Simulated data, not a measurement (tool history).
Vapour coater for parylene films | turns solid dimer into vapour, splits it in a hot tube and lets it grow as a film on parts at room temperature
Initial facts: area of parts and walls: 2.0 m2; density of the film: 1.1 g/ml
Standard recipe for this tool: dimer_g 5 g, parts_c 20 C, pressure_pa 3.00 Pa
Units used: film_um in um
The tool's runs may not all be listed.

run,hour,dimer_g,parts_c,pressure_pa,film_um
1,0.0,5,20,3.00,1.45
2,21.1,5,20,5.75,1.25
3,62.5,5,17,5.75,1.44
4,106.9,5,20,3.00,1.42
5,149.1,5,20,3.00,1.44
6,181.7,5,20,3.00,1.41
7,203.0,5,20,3.00,1.40
8,238.8,5,20,3.00,1.42
9,273.5,5,20,3.00,1.40
10,307.3,5,20,3.00,1.37
11,337.1,5,20,3.00,1.38
# hour 360.0: trap's valve overhauled
12,383.5,5,20,3.00,1.33
13,405.6,5,20,3.00,1.34
14,451.8,5,20,3.00,1.29
15,484.5,4,20,3.00,1.05
16,519.0,4,20,3.00,1.07
17,553.6,4,20,3.00,1.01
# hour 575.9: trap's valve overhauled, once more
18,604.3,4,12,9.50,1.38
19,632.5,8,20,11.08,1.80
20,676.3,4,13,6.14,1.40
21,722.0,2,15,2.91,0.73
22,748.1,4,20,4.02,1.09
23,768.4,6,14,3.00,2.34
24,788.5,6,14,3.00,2.34
25,826.1,6,14,3.00,2.29
26,870.9,6,32,3.00,1.03
27,914.6,3,16,2.58,1.07
28,945.6,5,20,2.76,1.46
29,986.6,5,30,2.38,0.99
30,1026.8,5,20,7.61,1.16

Here are 5 independent what-if runs from the current tool condition. What would each one return?
A,1065.4,5,18,4.31,?
B,1065.4,4,18,7.22,?
C,1065.4,5,13,3.00,?
D,1065.4,3,15,7.61,?
E,1065.4,5,20,3.83,?

run,film_um
A,1.43
B,1.04
C,1.94
D,0.88
E,1.38
Without the tool's hidden state the same runs would have given:
run,film_um
A,1.57
B,1.14
C,2.13
D,0.97
E,1.51

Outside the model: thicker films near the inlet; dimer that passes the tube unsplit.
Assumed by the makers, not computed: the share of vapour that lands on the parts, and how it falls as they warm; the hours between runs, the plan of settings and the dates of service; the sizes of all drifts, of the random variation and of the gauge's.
